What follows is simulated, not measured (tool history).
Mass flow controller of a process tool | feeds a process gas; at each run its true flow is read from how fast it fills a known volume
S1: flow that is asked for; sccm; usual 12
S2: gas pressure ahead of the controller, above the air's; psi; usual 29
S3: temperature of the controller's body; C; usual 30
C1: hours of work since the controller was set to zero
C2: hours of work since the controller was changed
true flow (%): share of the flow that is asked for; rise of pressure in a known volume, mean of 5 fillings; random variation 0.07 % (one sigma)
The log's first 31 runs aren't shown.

Run 32, hour 2863.5: usual settings but S2 28.6 psi, S3 40 C; C1 1562; C2 1562. Result: true flow (%) 97.74.
Run 33, hour 2945.9: usual settings but S2 21.5 psi, S3 27 C; C1 1601; C2 1601. Result: true flow (%) 98.9.
Run 34, hour 3048.8: usual settings but S2 28.7 psi, S3 39 C; C1 1650; C2 1650. Result: true flow (%) 97.82.
Run 35, hour 3157.8: usual settings but S2 28.7 psi, S3 39 C; C1 1703; C2 1703. Result: true flow (%) 98.04.
Run 36, hour 3273.6: usual settings but S2 28.7 psi, S3 39 C; C1 1758; C2 1758. Result: true flow (%) 98.09.
Run 37, hour 3389: usual settings but S1 6 sccm, S2 33.6 psi, S3 38 C; C1 1813; C2 1813. Result: true flow (%) 97.39.
Run 38, hour 3468.3: usual settings but S1 8 sccm; C1 1851; C2 1851. Result: true flow (%) 98.47.
Run 39, hour 3573.4: usual settings but S1 14 sccm, S2 37.9 psi, S3 37 C; C1 1901; C2 1901. Result: true flow (%) 99.27.
Run 40, hour 3657.4: usual settings but S2 27.1 psi, S3 38 C; C1 1942; C2 1942. Result: true flow (%) 98.16.
At hour 3670.1: gauge calibrated.
Run 41, hour 3777.1: usual settings but S2 38.4 psi, S3 38 C; C1 1999; C2 1999. Result: true flow (%) 97.67.
Run 42, hour 3898.6: usual settings but S2 38.4 psi, S3 38 C; C1 2057; C2 2057. Result: true flow (%) 97.83.
Run 43, hour 4005.1: usual settings but S1 8 sccm, S2 36.5 psi, S3 22 C; C1 2108; C2 2108. Result: true flow (%) 98.9.
Run 44, hour 4075.1: usual settings but S1 7 sccm, S2 33.4 psi, S3 28 C; C1 2141; C2 2141. Result: true flow (%) 98.05.
Run 45, hour 4171.1: usual settings but S1 5 sccm, S2 38.9 psi, S3 38 C; C1 2187; C2 2187. Result: true flow (%) 96.71.
Run 46, hour 4287.9: usual settings but S1 5 sccm, S2 38.9 psi, S3 38 C; C1 2243; C2 2243. Result: true flow (%) 96.71.
Run 47, hour 4408.6: usual settings but S3 24 C; C1 2301; C2 2301. Result: true flow (%) 99.06.
Run 48, hour 4461.4: usual settings but S1 3 sccm, S3 24 C; C1 2326; C2 2326. Result: true flow (%) 97.61.
Run 49, hour 4521.9: usual settings but S1 8 sccm, S2 33.6 psi, S3 22 C; C1 2355; C2 2355. Result: true flow (%) 98.72.

3 ways to go on from here, each from the tool as it stands after run 49. What would each give?
Run A, hour 4574.3: usual settings but S1 20 sccm, S2 30.5 psi, S3 34 C; C1 2380; C2 2380. Result: true flow (%) ?.
Run B, hour 4574.3: usual settings but S1 8 sccm, S2 33.6 psi, S3 22 C; C1 2380; C2 2380. Result: true flow (%) ?.
Run C, hour 4574.3: usual settings but S2 21.2 psi; C1 2380; C2 2380. Result: true flow (%) ?.

run  true flow (%)
  A          99.41
  B          98.87
  C          97.92
Without the tool's hidden state the same runs would have given:
run  true flow (%)
  A          99.14
  B          98.61
  C          97.66

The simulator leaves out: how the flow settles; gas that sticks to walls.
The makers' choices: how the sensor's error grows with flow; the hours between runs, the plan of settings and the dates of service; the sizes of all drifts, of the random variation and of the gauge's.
